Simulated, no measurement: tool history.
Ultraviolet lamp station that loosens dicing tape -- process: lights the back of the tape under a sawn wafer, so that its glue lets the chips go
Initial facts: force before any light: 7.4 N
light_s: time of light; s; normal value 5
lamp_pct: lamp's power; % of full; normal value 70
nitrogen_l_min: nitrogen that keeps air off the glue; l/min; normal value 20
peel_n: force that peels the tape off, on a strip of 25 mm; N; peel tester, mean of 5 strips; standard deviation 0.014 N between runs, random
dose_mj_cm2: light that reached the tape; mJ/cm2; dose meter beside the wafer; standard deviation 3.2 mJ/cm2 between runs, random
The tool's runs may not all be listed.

run    hour  light_s  lamp_pct  nitrogen_l_min  peel_n  dose_mj_cm2
  1       0        5        70              20   0.879          425
  2      43        5        70              20   0.934          417
  3    76.3        5        70              20   0.971          416
  4   114.9        5        70              20   1.004          404
      146.4  -- window cleaned of glue's vapour
  5   147.6        5        70              20   0.768          471
  6   194.9        5        70              14    0.93          459
  7   221.7        5        70              20   0.838          452
  8     271        5        70              20   0.851          440
  9   307.8        5        70              20   0.918          434
 10     332        5        70              20   0.902          425
 11   374.9        5        67              20   0.968          403
 12   420.1        5        67              20   1.037          392
 13   461.8        5        67              20   1.114          382
 14   496.9        5        70              14   1.171          389
 15   537.4        5        70              14   1.302          382
      575.7  -- window cleaned of glue's vapour
 16   582.4        5        96              20   0.432          596
 17   618.3        3        70              20    2.03          259
 18   653.3        3        70              20   2.018          252
 19   703.8        5        70              20   0.978          410
 20   753.4        5        70              20   1.018          404
 21   788.4        5        70              20   1.036          395
 22   828.9        5        98               7   0.942          537
 23   884.2        5        74              26   0.926          396
 24   918.8        6        81              12   0.776          512
 25   945.6        3        88              20   1.828          274
 26   991.8        2        70              28   3.353          145
     1005.8  -- window cleaned of glue's vapour
 27  1019.9        2        70              28   3.038          165
 28  1052.6        2        70              28   3.101          162
 29  1100.4        2        65              29   3.353          147
 30    1141        4        77              14    1.53          340
 31  1180.5        4        77              14   1.557          327
 32  1227.5        8        64              11   0.755          537
 33  1275.9        8        64              11   0.788          521
 34    1327        4        67              18   1.934          263
 35    1383        2        67              18   3.755          128
 36  1429.9       10        70              10   0.489          654
     1438.7  -- window cleaned of glue's vapour
 37    1471       10        70              10   0.386          766
 38  1497.3        6        93              18   0.447          598
 39    1523        3        66              11   2.913          211
 40  1553.3        4        88              12   1.389          363
 41  1597.7        4        88              12   1.528          357
 42  1636.1        4        88              12   1.542          344

Below are 5 alternative next runs, each starting from the tool's condition after run 42. Predict each:
  A  1661.7        5        70              30       ?            ?
  B  1661.7        3        68              20       ?            ?
  C  1661.7        4        82              12       ?            ?
  D  1661.7        3        97              31       ?            ?
  E  1661.7        7        76              11       ?            ?

run  peel_n  dose_mj_cm2
  A   1.156          343
  B   2.754          199
  C    1.71          319
  D   1.522          287
  E   0.819          524
The same runs, with their run-to-run variation unchanged, on a tool lacking any hidden condition would have given:
run  peel_n  dose_mj_cm2
  A   0.561          498
  B   1.765          289
  C   0.931          464
  D   0.798          416
  E   0.379          759

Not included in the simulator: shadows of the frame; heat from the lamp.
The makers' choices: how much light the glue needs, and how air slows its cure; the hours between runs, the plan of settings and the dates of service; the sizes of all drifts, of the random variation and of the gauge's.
